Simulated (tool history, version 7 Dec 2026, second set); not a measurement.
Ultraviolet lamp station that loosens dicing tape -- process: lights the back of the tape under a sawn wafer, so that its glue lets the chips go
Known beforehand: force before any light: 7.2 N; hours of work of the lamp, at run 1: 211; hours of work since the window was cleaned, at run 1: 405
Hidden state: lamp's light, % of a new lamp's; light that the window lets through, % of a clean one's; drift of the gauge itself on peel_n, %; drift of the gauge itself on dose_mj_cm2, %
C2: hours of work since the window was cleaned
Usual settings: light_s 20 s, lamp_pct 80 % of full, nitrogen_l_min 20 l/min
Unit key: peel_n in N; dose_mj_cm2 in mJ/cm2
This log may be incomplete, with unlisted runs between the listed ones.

Run 1, hour 0.0: usual settings; hours of work of the lamp 211; C2 405. Result: peel_n 0.777 N, dose_mj_cm2 421 mJ/cm2.
Run 2, hour 17.4: usual settings but nitrogen_l_min 37 l/min; hours of work of the lamp 222; C2 415. Result: peel_n 0.484 N, dose_mj_cm2 414 mJ/cm2.
Run 3, hour 35.3: usual settings but light_s 29 s, nitrogen_l_min 37 l/min; hours of work of the lamp 232; C2 426. Result: peel_n 0.184 N, dose_mj_cm2 609 mJ/cm2.
Run 4, hour 45.4: usual settings; hours of work of the lamp 238; C2 432. Result: peel_n 0.769 N, dose_mj_cm2 422 mJ/cm2.
Run 5, hour 65.4: usual settings; hours of work of the lamp 250; C2 444. Result: peel_n 0.765 N, dose_mj_cm2 416 mJ/cm2.
Run 6, hour 86.0: usual settings; hours of work of the lamp 262; C2 456. Result: peel_n 0.794 N, dose_mj_cm2 418 mJ/cm2.
Run 7, hour 110.1: usual settings; hours of work of the lamp 277; C2 470. Result: peel_n 0.794 N, dose_mj_cm2 417 mJ/cm2.
Run 8, hour 123.1: usual settings; hours of work of the lamp 284; C2 478. Result: peel_n 0.719 N, dose_mj_cm2 420 mJ/cm2.
Run 9, hour 144.9: usual settings; hours of work of the lamp 297; C2 491. Result: peel_n 0.753 N, dose_mj_cm2 421 mJ/cm2.
Run 10, hour 160.6: usual settings but lamp_pct 97 % of full; hours of work of the lamp 307; C2 500. Result: peel_n 0.499 N, dose_mj_cm2 504 mJ/cm2.
Run 11, hour 176.7: usual settings but light_s 34 s, lamp_pct 77 % of full, nitrogen_l_min 7 l/min; hours of work of the lamp 316; C2 510. Result: peel_n 0.621 N, dose_mj_cm2 685 mJ/cm2.
Run 12, hour 191.1: usual settings but light_s 18 s, lamp_pct 74 % of full, nitrogen_l_min 7 l/min; hours of work of the lamp 325; C2 518. Result: peel_n 2.025 N, dose_mj_cm2 354 mJ/cm2.
Run 13, hour 206.5: usual settings but light_s 23 s, lamp_pct 89 % of full, nitrogen_l_min 16 l/min; hours of work of the lamp 334; C2 527. Result: peel_n 0.543 N, dose_mj_cm2 536 mJ/cm2.
At hour 212.9: window cleaned of glue's vapour.
Run 14, hour 225.4: usual settings but light_s 32 s, lamp_pct 99 % of full, nitrogen_l_min 16 l/min; hours of work of the lamp 345; C2 7. Result: peel_n 0.165 N, dose_mj_cm2 817 mJ/cm2.
Run 15, hour 239.0: usual settings but light_s 11 s, lamp_pct 69 % of full, nitrogen_l_min 10 l/min; hours of work of the lamp 353; C2 15. Result: peel_n 3.139 N, dose_mj_cm2 196 mJ/cm2.
Run 16, hour 251.1: usual settings but light_s 24 s, lamp_pct 63 % of full, nitrogen_l_min 24 l/min; hours of work of the lamp 360; C2 23. Result: peel_n 0.761 N, dose_mj_cm2 396 mJ/cm2.
Run 17, hour 263.9: usual settings but light_s 24 s, lamp_pct 63 % of full, nitrogen_l_min 24 l/min; hours of work of the lamp 367; C2 30. Result: peel_n 0.769 N, dose_mj_cm2 395 mJ/cm2.

How the hidden state differs across the entries between the runs, from the last listed run before each to the first after it:
Between runs 13 and 14: window cleaned of glue's vapour (hour 212.9)
  light that the window lets through, % of a clean one's: 99.8 -> 100
